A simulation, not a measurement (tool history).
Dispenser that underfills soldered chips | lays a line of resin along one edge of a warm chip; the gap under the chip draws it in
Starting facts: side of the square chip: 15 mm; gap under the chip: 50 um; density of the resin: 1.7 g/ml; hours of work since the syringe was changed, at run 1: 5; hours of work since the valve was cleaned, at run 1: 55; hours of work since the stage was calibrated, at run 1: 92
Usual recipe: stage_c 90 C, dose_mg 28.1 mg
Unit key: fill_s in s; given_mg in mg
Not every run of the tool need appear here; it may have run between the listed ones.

run   hour  stage_c  dose_mg  hours of work since the syringe was changed  hours of work since the valve was cleaned  hours of work since the stage was calibrated  fill_s  given_mg
  1    0.0       90     28.1                                            5                                         55                                            92   313.0     27.46
  2    2.9       90     31.3                                            7                                         57                                            94   343.6     30.59
       8.2  -- new syringe of resin
  3    8.8       85     31.3                                            0                                         61                                            98   344.6     30.23
  4   11.9       90     25.5                                            3                                         63                                           100   307.3     24.77
  5   17.6       90     24.2                                            7                                         67                                           104   367.0     23.63
      23.1  -- new syringe of resin
  6   23.5       90     24.2                                            0                                         71                                           108   280.0     23.54
  7   26.4       90     24.2                                            2                                         73                                           110   306.6     23.44
  8   30.7       90     26.8                                            6                                         76                                           113   330.6     25.75
  9   34.8       90     28.1                                            8                                         79                                           116   365.9     27.19
      38.0  -- new syringe of resin
 10   39.2       90     35.3                                            1                                         82                                           119   273.1     34.11
 11   42.8       90     35.3                                            4                                         85                                           122   302.4     33.91
 12   48.1       90     35.3                                            7                                         89                                           126   341.2     34.10
      53.1  -- new syringe of resin
 13   53.4       90     35.3                                            0                                         92                                           129   265.4     33.48
 14   56.8       90     35.3                                            3                                         95                                           132   290.0     33.45
      58.7  -- dispensing valve cleaned and set on the balance
 15   61.3       94     35.3                                            5                                          2                                           134   266.4     35.28
 16   65.5       99     34.6                                            8                                          5                                           137   238.6     34.45
      68.9  -- new syringe of resin
 17   70.7      102     24.5                                            1                                          8                                           141   170.1     24.32
 18   76.2       81     26.0                                            5                                         12                                           145   520.0     25.86
 19   81.5       86     31.1                                            9                                         16                                           149   459.0     30.86
      83.7  -- new syringe of resin
 20   86.8       86     31.1                                            2                                         20                                           152   352.2     30.99
 21   90.4       90     33.5                                            5                                         23                                           155   315.4     32.97
 22   95.5       81     28.1                                            8                                         26                                           159   563.7     28.08
      98.8  -- new syringe of resin
 23   99.4      102     25.5                                            0                                         29                                           161   157.7     25.28
 24  102.5      102     25.5                                            3                                         31                                           164   174.7     25.24
 25  107.5      103     34.2                                            6                                         35                                           167   179.8     33.65
 26  112.6      103     34.2                                           10                                         38                                           171   209.4     33.82
     113.6  -- new syringe of resin
 27  115.9      103     34.2                                            2                                         41                                           173   152.4     33.85
 28  119.0      103     27.1                                            4                                         43                                           175   173.1     26.75
 29  123.2       92     24.6                                            7                                         46                                           178   324.8     24.23

Run by run, hidden condition taken away, random variation retained:
Unlogged tool condition in this case: resin's viscosity, % of fresh resin's; dose that the valve gives, % of what is set; true chip temperature over the reading, C; drift of the gauge itself on fill_s, %; drift of the gauge itself on given_mg, %.
run  fill_s  given_mg
  1   263.5     28.17
  2   267.0     31.41
  3   340.6     31.10
  4   277.0     25.51
  5   281.3     24.39
  6   277.0     24.34
  7   279.2     24.26
  8   267.9     26.69
  9   265.3     28.22
 10   266.2     35.46
 11   266.3     35.30
 12   259.0     35.57
 13   262.5     34.99
 14   260.7     35.00
 15   218.1     35.18
 16   173.3     34.40
 17   159.7     24.32
 18   419.2     25.91
 19   319.4     30.98
 20   327.1     31.16
 21   264.6     33.19
 22   410.6     28.32
 23   157.4     25.52
 24   159.8     25.51
 25   143.5     34.07
 26   144.7     34.32
 27   144.3     34.37
 28   149.5     27.20
 29   249.1     24.67
